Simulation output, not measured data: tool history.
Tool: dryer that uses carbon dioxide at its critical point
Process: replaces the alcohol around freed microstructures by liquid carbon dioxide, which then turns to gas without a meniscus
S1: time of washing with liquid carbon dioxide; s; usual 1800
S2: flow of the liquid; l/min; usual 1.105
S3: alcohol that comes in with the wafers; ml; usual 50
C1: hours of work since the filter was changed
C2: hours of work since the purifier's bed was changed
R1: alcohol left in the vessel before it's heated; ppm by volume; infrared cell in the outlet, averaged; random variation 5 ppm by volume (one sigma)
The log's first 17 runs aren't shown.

run	hour	S1	S2	S3	C1	C2	R1
18	850.6	1800	1.105	50	158	532	85
19	885.2	1800	1.105	50	185	559	90
20	941.7	1800	1.105	23	229	603	92
21	1008.3	1800	1.105	23	281	655	93
22	1065.6	2340	1.105	50	326	700	100
23	1107.8	1200	1.105	50	359	733	280
24	1158.3	1200	1.105	50	399	773	295
25	1189.4	1800	1.51	50	423	798	107
26	1236.3	1800	1.51	50	460	834	110
# hour 1269.1: inlet filter changed
27	1296.9	1800	1.51	26	22	881	115
28	1359.6	1800	1.51	26	71	930	121
29	1412.4	1800	1.35	54	113	972	130
30	1457.6	1800	1.35	54	148	1007	131
31	1491.9	1680	1.35	40	175	1034	140
32	1544.7	1500	1.02	66	216	1076	240
33	1614.9	1260	0.73	57	272	1131	886
34	1644.3	1800	0.92	34	295	1154	180
35	1678.9	2820	1.62	50	322	1181	147

The next listed run, before its measurement:
36	1712.1	1800	1.105	57	348	1207	?

Run 36 gave R1 172 ppm by volume.
Without the tool's hidden state the same run would have given R1 19 ppm by volume.

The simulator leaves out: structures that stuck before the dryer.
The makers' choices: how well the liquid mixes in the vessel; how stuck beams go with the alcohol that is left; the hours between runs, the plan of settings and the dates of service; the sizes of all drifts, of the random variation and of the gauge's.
